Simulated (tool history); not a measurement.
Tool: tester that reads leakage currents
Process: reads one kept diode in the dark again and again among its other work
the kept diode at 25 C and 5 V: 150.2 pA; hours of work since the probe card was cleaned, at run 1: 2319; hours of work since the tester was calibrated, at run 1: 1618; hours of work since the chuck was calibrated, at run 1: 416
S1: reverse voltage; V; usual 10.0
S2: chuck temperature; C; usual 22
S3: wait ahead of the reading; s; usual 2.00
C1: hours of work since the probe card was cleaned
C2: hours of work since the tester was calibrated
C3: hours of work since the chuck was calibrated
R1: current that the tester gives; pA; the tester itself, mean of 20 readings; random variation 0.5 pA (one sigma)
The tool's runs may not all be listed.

{"run": 1, "day": 0.0, "S1": 10.0, "S2": 22, "S3": 2.0, "C1": 2319, "C2": 1618, "C3": 416, "R1": 166.1}
{"run": 2, "day": 3.217, "S1": 10.0, "S2": 22, "S3": 2.0, "C1": 2356, "C2": 1656, "C3": 453, "R1": 165.16}
{"run": 3, "day": 8.671, "S1": 10.0, "S2": 22, "S3": 2.0, "C1": 2420, "C2": 1719, "C3": 517, "R1": 164.66}
{"run": 4, "day": 12.421, "S1": 10.0, "S2": 22, "S3": 2.0, "C1": 2463, "C2": 1763, "C3": 560, "R1": 163.27}
{"run": 5, "day": 17.604, "S1": 10.0, "S2": 22, "S3": 2.0, "C1": 2523, "C2": 1823, "C3": 621, "R1": 161.92}
{"run": 6, "day": 22.4, "S1": 10.0, "S2": 22, "S3": 2.0, "C1": 2579, "C2": 1879, "C3": 676, "R1": 160.92}
{"run": 7, "day": 24.812, "S1": 10.0, "S2": 22, "S3": 2.0, "C1": 2607, "C2": 1907, "C3": 704, "R1": 161.19}
{"run": 8, "day": 28.692, "S1": 10.0, "S2": 22, "S3": 2.04, "C1": 2652, "C2": 1952, "C3": 750, "R1": 159.16}
{"day": 29.104, "done": "probe card cleaned and baked"}
{"run": 9, "day": 32.371, "S1": 10.0, "S2": 22, "S3": 2.04, "C1": 38, "C2": 1993, "C3": 791, "R1": 164.29}
{"run": 10, "day": 37.604, "S1": 10.0, "S2": 22, "S3": 2.36, "C1": 99, "C2": 2054, "C3": 852, "R1": 163.19}
{"run": 11, "day": 41.188, "S1": 10.0, "S2": 22, "S3": 2.36, "C1": 141, "C2": 2096, "C3": 893, "R1": 162.56}
{"day": 42.279, "done": "chuck's temperature calibrated"}
{"run": 12, "day": 43.908, "S1": 10.0, "S2": 44, "S3": 2.0, "C1": 171, "C2": 2127, "C3": 19, "R1": 1256.04}
{"run": 13, "day": 48.958, "S1": 3.0, "S2": 44, "S3": 2.0, "C1": 230, "C2": 2185, "C3": 78, "R1": 631.86}
{"run": 14, "day": 52.179, "S1": 10.0, "S2": 48, "S3": 2.0, "C1": 267, "C2": 2223, "C3": 115, "R1": 1733.83}
{"run": 15, "day": 55.671, "S1": 10.0, "S2": 48, "S3": 3.87, "C1": 308, "C2": 2263, "C3": 156, "R1": 1719.75}
{"run": 16, "day": 58.346, "S1": 10.0, "S2": 48, "S3": 3.87, "C1": 339, "C2": 2295, "C3": 187, "R1": 1709.47}
{"day": 59.367, "done": "probe card cleaned and baked, once more"}
{"run": 17, "day": 63.754, "S1": 2.2, "S2": 23, "S3": 1.31, "C1": 51, "C2": 2356, "C3": 248, "R1": 76.54}
{"run": 18, "day": 69.183, "S1": 1.9, "S2": 24, "S3": 4.68, "C1": 114, "C2": 2419, "C3": 311, "R1": 76.62}
{"run": 19, "day": 74.05, "S1": 1.9, "S2": 24, "S3": 4.68, "C1": 171, "C2": 2476, "C3": 368, "R1": 76.18}
{"run": 20, "day": 77.604, "S1": 10.0, "S2": 47, "S3": 0.57, "C1": 212, "C2": 2517, "C3": 409, "R1": 1525.01}
{"run": 21, "day": 80.167, "S1": 10.0, "S2": 47, "S3": 5.08, "C1": 242, "C2": 2547, "C3": 439, "R1": 1524.48}
{"run": 22, "day": 85.079, "S1": 10.0, "S2": 47, "S3": 5.08, "C1": 299, "C2": 2604, "C3": 496, "R1": 1505.43}
{"run": 23, "day": 88.388, "S1": 10.0, "S2": 47, "S3": 5.08, "C1": 337, "C2": 2642, "C3": 535, "R1": 1490.08}
{"run": 24, "day": 93.358, "S1": 11.4, "S2": 36, "S3": 3.75, "C1": 395, "C2": 2700, "C3": 593, "R1": 617.55}
{"run": 25, "day": 95.617, "S1": 18.8, "S2": 27, "S3": 0.44, "C1": 422, "C2": 2727, "C3": 619, "R1": 367.99}
{"run": 26, "day": 98.638, "S1": 12.6, "S2": 22, "S3": 0.71, "C1": 457, "C2": 2762, "C3": 654, "R1": 179.12}
{"run": 27, "day": 102.412, "S1": 12.6, "S2": 22, "S3": 0.71, "C1": 501, "C2": 2806, "C3": 698, "R1": 178.13}
{"run": 28, "day": 105.588, "S1": 13.7, "S2": 40, "S3": 0.71, "C1": 538, "C2": 2843, "C3": 735, "R1": 959.78}

Hidden state at the last listed run before each entry between runs and at the first one after, where it differs:
Between runs 8 and 9: probe card cleaned and baked (day 29.104)
  stray current of the dirty probe card, pA a volt: 0.961 -> 1.539; current scale over the true one, %: 1.19 -> 1.21; true chuck temperature over the reading, C: -1.24 -> -1.3
  measured less the result without the state, R1: -7.68 -> -2.78 pA
Between runs 11 and 12: chuck's temperature calibrated (day 42.279)
  stray current of the dirty probe card, pA a volt: 1.573 -> 1.584; current scale over the true one, %: 1.27 -> 1.29; true chuck temperature over the reading, C: -1.47 -> -0.06
  measured less the result without the state, R1: -4.82 -> +25.82 pA
Between runs 16 and 17: probe card cleaned and baked, once more (day 59.367)
  stray current of the dirty probe card, pA a volt: 1.641 -> 0.044; current scale over the true one, %: 1.39 -> 1.43; true chuck temperature over the reading, C: -0.35 -> -0.45
  measured less the result without the state, R1: -9.44 -> -2.22 pA

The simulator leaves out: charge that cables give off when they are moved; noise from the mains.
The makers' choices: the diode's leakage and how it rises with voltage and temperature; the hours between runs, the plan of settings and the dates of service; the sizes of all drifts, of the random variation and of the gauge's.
